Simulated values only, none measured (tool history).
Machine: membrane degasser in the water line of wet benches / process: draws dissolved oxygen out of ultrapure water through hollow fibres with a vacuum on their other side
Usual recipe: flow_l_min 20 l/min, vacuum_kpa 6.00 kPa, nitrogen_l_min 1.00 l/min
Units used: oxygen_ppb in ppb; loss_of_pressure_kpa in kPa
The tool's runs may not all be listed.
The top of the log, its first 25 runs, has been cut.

run    hour  flow_l_min  vacuum_kpa  nitrogen_l_min  oxygen_ppb  loss_of_pressure_kpa
 26  1827.0          19        5.59            1.05       142.2                 32.79
 27  1920.6          13        5.74            1.05        93.3                 22.41
 28  1974.6          27       10.93            2.50       272.4                 46.47
 29  2062.7          27       10.93            2.50       272.7                 46.38
 30  2116.9          20        6.95            1.00       211.8                 34.42
 31  2180.3          20        6.95            1.00       211.3                 34.27
     2268.2  -- gauge calibrated
 32  2271.8          19        4.83            1.87        84.3                 33.17
 33  2313.2          29        8.25            1.69       286.6                 50.59

What if the next run were any one of these 3? Each begins from the tool's condition after run 33:
  A  2356.0          29        5.54            0.57           ?                     ?
  B  2356.0          28        8.13            2.25           ?                     ?
  C  2356.0          20        6.00            2.72           ?                     ?

run  oxygen_ppb  loss_of_pressure_kpa
  A       313.5                 50.62
  B       227.3                 48.71
  C        98.1                 34.83
Take away the tool's hidden state, keep each run's random variation, and the runs would have read:
run  oxygen_ppb  loss_of_pressure_kpa
  A       313.3                 50.64
  B       227.2                 48.73
  C        98.1                 34.85
